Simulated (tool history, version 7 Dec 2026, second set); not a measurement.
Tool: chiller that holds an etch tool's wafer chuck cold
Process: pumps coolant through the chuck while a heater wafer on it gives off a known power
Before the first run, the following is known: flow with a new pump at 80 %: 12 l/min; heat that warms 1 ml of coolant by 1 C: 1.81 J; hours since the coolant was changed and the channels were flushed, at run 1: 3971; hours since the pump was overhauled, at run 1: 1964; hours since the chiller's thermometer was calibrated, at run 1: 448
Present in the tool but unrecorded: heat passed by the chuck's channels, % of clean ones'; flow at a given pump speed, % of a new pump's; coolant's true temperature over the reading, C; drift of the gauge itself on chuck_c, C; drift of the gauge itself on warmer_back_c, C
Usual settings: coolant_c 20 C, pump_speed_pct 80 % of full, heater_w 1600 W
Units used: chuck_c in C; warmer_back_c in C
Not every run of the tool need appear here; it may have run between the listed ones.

run	hour	coolant_c	pump_speed_pct	heater_w	hours since the coolant was changed and the channels were flushed	hours since the pump was overhauled	hours since the chiller's thermometer was calibrated	chuck_c	warmer_back_c
1	0	20	80	1600	3971	1964	448	38.7	4.52
2	123.8	20	80	1600	4095	2088	571	38.8	4.51
3	241.8	20	80	1600	4213	2206	689	38.8	4.49
4	338.3	20	80	1600	4309	2302	786	38.8	4.55
5	421	20	80	1600	4392	2385	869	39	4.57
6	505.1	20	80	1600	4476	2469	953	39.1	4.58
7	623.7	20	80	1600	4595	2588	1071	39.4	4.54
8	722.2	20	80	1600	4693	2686	1170	39.3	4.54
# hour 795.7: coolant changed, channels flushed
9	856.9	20	80	1086	61	2815	1299	31.2	3.09
10	916.7	16	80	1600	121	2875	1358	32.5	4.51
11	1061.3	20	80	1600	266	3019	1503	36.7	4.54
12	1152.6	20	80	1600	357	3110	1594	36.8	4.58
13	1224.3	20	80	1600	429	3182	1666	36.7	4.58
14	1365.4	20	80	1600	570	3323	1807	36.6	4.57
15	1429	20	80	1600	633	3387	1871	37	4.56
16	1553.3	20	80	1600	758	3511	1995	37	4.62
17	1652.9	13	97	1803	857	3611	2094	29.6	4.25
18	1794.4	13	97	1803	999	3752	2236	29.5	4.32
19	1875.6	13	85	1010	1080	3833	2317	23.2	2.74
20	1970.7	13	72	804	1175	3929	2412	22.3	2.56
21	2040.3	21	74	804	1245	3998	2482	30.1	2.5
22	2179.5	20	80	800	1384	4137	2621	28.4	2.24
23	2299	14	63	2068	1503	4257	2741	41.6	7.53
# hour 2310.6: chiller's thermometer calibrated
24	2391.2	14	63	2068	1595	4348	81	42.4	7.55
25	2453.1	12	96	981	1656	4410	142	21.6	2.34
26	2520.7	12	96	981	1724	4478	210	21.6	2.37
27	2617.2	12	96	981	1821	4574	307	21.6	2.38
28	2718.3	16	68	1600	1922	4675	408	36.7	5.43
29	2826.7	13	78	1010	2030	4784	516	24.8	3.04
30	2947.7	27	63	1470	2151	4905	637	47.4	5.42
31	3036.2	27	63	1470	2239	4993	726	47.6	5.41
32	3104.4	17	80	1735	2308	5061	794	37	5.03

4 options for the next run, each taken on its own from the tool as it stands now. Forecast them:
A	3164.6	13	70	941	2368	5121	854	?	?
B	3164.6	20	80	1138	2368	5121	854	?	?
C	3164.6	17	61	1965	2368	5121	854	?	?
D	3164.6	12	80	2123	2368	5121	854	?	?

run	chuck_c	warmer_back_c
A	25.2	3.14
B	33	3.32
C	45.2	7.54
D	36.5	6.2
Take away the tool's hidden state, keep each run's random variation, and the runs would have read:
run	chuck_c	warmer_back_c
A	23.6	2.96
B	31.3	3.14
C	41.6	7.12
D	33.3	5.85
